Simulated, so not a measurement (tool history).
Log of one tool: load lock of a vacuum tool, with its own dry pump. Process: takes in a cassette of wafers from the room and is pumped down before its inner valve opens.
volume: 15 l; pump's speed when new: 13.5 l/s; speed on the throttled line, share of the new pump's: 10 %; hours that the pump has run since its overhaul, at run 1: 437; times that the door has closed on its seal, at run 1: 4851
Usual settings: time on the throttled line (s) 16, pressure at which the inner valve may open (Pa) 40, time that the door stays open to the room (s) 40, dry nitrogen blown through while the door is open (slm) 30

run    hour  time on the throttled line (s)  pressure at which the inner valve may open (Pa)  time that the door stays open to the room (s)  dry nitrogen blown through while the door is open (slm)  hours that the pump has run since its overhaul  times that the door has closed on its seal  incoming humidity of the room's air, %  time from the closed door until the inner valve may open (s)  rise of the pressure with all valves shut (Pa/min)
  1       0                              16                                               40                                             40                                                       30                                             437                                        4851                                    43.4                                                          23.4                                               0.051
  2    99.9                              16                                               40                                             40                                                       30                                             537                                        5078                                    44.4                                                          23.2                                               0.061
  3   191.7                              16                                               40                                             40                                                       30                                             629                                        5288                                    43.3                                                          23.2                                               0.057
  4   261.6                              16                                               40                                             40                                                       30                                             699                                        5447                                    44.8                                                          23.2                                               0.063
  5   380.4                              16                                               40                                             40                                                       30                                             817                                        5717                                    43.4                                                          23.3                                               0.062
  6   440.5                              16                                               40                                             40                                                       30                                             877                                        5854                                    45.9                                                          23.4                                               0.062
  7   493.2                              16                                               40                                             40                                                       30                                             930                                        5974                                    47.9                                                          23.5                                                0.06
  8     573                              16                                               40                                             40                                                       30                                            1010                                        6156                                    45.7                                                          23.4                                               0.065
  9   671.5                              16                                               40                                             40                                                       30                                            1108                                        6380                                    44.3                                                          23.4                                               0.062
 10   777.4                              16                                               40                                             40                                                       30                                            1214                                        6622                                    48.7                                                          23.4                                               0.068
 11   887.9                              16                                               40                                             40                                                       30                                            1325                                        6873                                    42.1                                                          23.4                                               0.062
 12   945.7                              15                                               33                                            228                                                       40                                            1383                                        7005                                    47.2                                                          22.7                                               0.139
 13  1050.5                              21                                               42                                            117                                                       18                                            1487                                        7244                                      45                                                            28                                               0.122
 14  1161.9                              16                                               40                                             39                                                       15                                            1599                                        7497                                    46.7                                                          23.3                                               0.083
 15  1242.7                              16                                               40                                            220                                                        9                                            1680                                        7682                                    44.9                                                          23.7                                               0.236
 16  1359.2                              16                                               74                                            220                                                        9                                            1796                                        7947                                    46.3                                                          22.7                                               0.242
 17  1409.8                              16                                               74                                            220                                                        9                                            1847                                        8062                                    44.7                                                          22.5                                               0.233
 18  1466.1                              16                                               74                                            220                                                        9                                            1903                                        8190                                    43.2                                                          22.8                                               0.228
 19  1578.3                              18                                               32                                            133                                                       15                                            2015                                        8446                                    45.2                                                          25.7                                               0.157
 20  1680.5                               9                                               45                                             71                                                       20                                            2117                                        8679                                    43.6                                                          16.9                                               0.098

4 ways to go on from here, each from the tool as it stands after run 20. What would each give?
  A  1780.8                              11                                               57                                             71                                                       26                                            2218                                        8907                                    45.6                                                             ?                                                   ?
  B  1780.8                              16                                               40                                             49                                                       28                                            2218                                        8907                                    45.1                                                             ?                                                   ?
  C  1780.8                               9                                               40                                             40                                                       30                                            2218                                        8907                                    45.2                                                             ?                                                   ?
  D  1780.8                              15                                               45                                             96                                                        5                                            2218                                        8907                                    43.9                                                             ?                                                   ?

run  time from the closed door until the inner valve may open (s)  rise of the pressure with all valves shut (Pa/min)
  A                                                          18.5                                               0.101
  B                                                          23.4                                               0.084
  C                                                            17                                               0.073
  D                                                          22.5                                               0.171
Without the tool's hidden state the same runs would have given:
run  time from the closed door until the inner valve may open (s)  rise of the pressure with all valves shut (Pa/min)
  A                                                          18.2                                               0.065
  B                                                          23.1                                               0.047
  C                                                          16.7                                               0.038
  D                                                          22.3                                               0.135

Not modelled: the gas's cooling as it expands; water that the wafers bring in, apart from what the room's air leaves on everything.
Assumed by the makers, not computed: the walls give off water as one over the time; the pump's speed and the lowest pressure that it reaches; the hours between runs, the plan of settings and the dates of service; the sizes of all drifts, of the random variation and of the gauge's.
